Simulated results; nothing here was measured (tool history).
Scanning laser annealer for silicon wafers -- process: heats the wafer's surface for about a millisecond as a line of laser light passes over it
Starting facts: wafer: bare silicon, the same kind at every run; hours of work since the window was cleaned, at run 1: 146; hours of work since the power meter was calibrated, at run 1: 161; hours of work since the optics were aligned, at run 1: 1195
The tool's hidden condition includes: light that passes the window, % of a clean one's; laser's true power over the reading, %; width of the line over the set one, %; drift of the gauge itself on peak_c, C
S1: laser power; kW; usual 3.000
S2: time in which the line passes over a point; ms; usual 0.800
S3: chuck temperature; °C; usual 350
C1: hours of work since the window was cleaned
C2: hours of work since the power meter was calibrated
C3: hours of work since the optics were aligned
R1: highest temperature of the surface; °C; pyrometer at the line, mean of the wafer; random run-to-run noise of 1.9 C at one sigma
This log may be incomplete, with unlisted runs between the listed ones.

Run 1, day 0.000: usual settings; C1 146; C2 161; C3 1195. Result: R1 1063 °C.
Run 2, day 0.296: usual settings; C1 149; C2 164; C3 1198. Result: R1 1057 °C.
Run 3, day 0.833: usual settings; C1 154; C2 170; C3 1203. Result: R1 1060 °C.
Run 4, day 1.062: usual settings; C1 156; C2 172; C3 1206. Result: R1 1060 °C.
Run 5, day 1.388: usual settings; C1 160; C2 175; C3 1209. Result: R1 1058 °C.
At day 1.646: optics aligned, line set to its width.
Run 6, day 1.846: usual settings; C1 162; C2 178; C3 2. Result: R1 1054 °C.
Run 7, day 2.392: usual settings but S1 2.892 kW, S2 0.932 ms, S3 371 °C; C1 168; C2 183; C3 8. Result: R1 1103 °C.

Run 8 is up next; what results do you expect?
Run 8, day 2.771: usual settings but S1 2.958 kW; C1 172; C2 187; C3 11. Result: R1 ?.

{"run 8": {"R1": 1043}}
Were there no unlogged condition in the tool, this run, its random variation unchanged, would have produced R1 1078 °C.

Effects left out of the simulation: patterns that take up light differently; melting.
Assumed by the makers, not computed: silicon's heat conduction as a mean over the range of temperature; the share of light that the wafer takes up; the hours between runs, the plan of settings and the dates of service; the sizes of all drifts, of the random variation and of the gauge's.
